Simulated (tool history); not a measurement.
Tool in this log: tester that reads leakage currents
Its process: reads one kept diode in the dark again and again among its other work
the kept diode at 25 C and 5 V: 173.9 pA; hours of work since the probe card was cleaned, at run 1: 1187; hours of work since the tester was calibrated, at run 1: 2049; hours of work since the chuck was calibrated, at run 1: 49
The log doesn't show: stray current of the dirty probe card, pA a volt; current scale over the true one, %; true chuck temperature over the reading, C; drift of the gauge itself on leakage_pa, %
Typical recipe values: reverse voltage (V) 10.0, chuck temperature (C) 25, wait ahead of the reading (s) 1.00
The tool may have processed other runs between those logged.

run	hour	reverse voltage (V)	chuck temperature (C)	wait ahead of the reading (s)	hours of work since the probe card was cleaned	hours of work since the tester was calibrated	hours of work since the chuck was calibrated	current that the tester gives (pA)
1	0.0	10.0	25	1.00	1187	2049	49	274.93
2	93.7	10.0	25	0.89	1247	2109	109	277.07
# hour 171.6: probe card cleaned and baked
3	200.4	10.0	25	0.89	18	2176	176	261.86
4	267.4	15.9	25	1.00	61	2219	219	341.00
5	337.4	15.9	25	1.00	106	2264	264	343.90
6	417.0	15.9	25	1.00	158	2315	315	349.00
7	498.7	10.0	25	1.00	210	2367	367	270.81
8	545.5	10.0	25	1.00	240	2397	397	273.33
9	640.9	10.0	25	1.00	301	2459	459	276.51
10	695.5	10.0	25	1.00	336	2494	494	279.87
# hour 705.4: tester calibrated
11	803.0	10.0	25	1.00	404	63	561	282.26
12	895.7	10.0	25	1.00	463	122	621	285.54
# hour 937.0: tester calibrated, once more
13	973.7	10.0	25	1.00	512	24	670	290.44
14	1023.8	10.0	25	1.00	544	56	702	292.56
15	1127.7	10.0	25	1.00	611	122	769	297.54
16	1174.1	10.0	25	1.00	641	152	798	298.63
17	1280.4	10.0	25	1.00	709	220	866	301.95
18	1354.8	10.0	25	1.00	757	268	914	305.15
19	1444.6	17.1	25	1.00	814	326	972	421.34
# hour 1498.1: chuck's temperature calibrated
20	1550.7	17.1	25	1.00	881	393	34	366.94
21	1597.5	1.9	26	4.93	911	423	64	114.46
22	1670.5	1.9	26	4.93	958	469	111	115.12
23	1777.0	1.9	26	4.93	1026	538	179	116.95
24	1871.0	13.9	25	0.48	1087	598	239	341.08
25	1955.2	13.9	25	0.48	1141	652	293	346.08
26	2016.5	13.9	25	0.48	1180	691	333	348.96
27	2098.6	13.9	48	4.62	1233	744	385	1735.43
28	2153.7	4.2	21	3.53	1268	780	421	130.41
# hour 2201.8: probe card cleaned and baked
29	2218.9	4.3	45	1.00	11	819	461	739.47
30	2277.2	6.2	25	0.38	48	857	498	212.97
31	2353.8	6.2	25	0.38	98	906	547	213.97
32	2412.7	6.2	25	0.38	135	944	585	216.62
33	2486.0	5.2	43	9.94	182	991	632	734.49
34	2540.3	13.5	37	1.00	217	1026	667	820.28
35	2639.9	10.0	41	1.00	281	1090	731	933.42
36	2744.2	10.0	41	1.00	348	1157	798	943.30
37	2843.5	2.8	41	1.00	412	1220	861	471.25

Consider 3 possible next runs. They are alternatives, not a sequence: every one starts from the tool as it was left by run 37. What does each give?
A	2943.2	15.6	43	1.34	476	1284	925	?
B	2943.2	2.2	32	1.00	476	1284	925	?
C	2943.2	8.2	29	1.00	476	1284	925	?

run	current that the tester gives (pA)
A	1405.39
B	218.09
C	362.61
What these runs would have given with no unlogged condition in the tool:
run	current that the tester gives (pA)
A	1235.79
B	190.19
C	312.67

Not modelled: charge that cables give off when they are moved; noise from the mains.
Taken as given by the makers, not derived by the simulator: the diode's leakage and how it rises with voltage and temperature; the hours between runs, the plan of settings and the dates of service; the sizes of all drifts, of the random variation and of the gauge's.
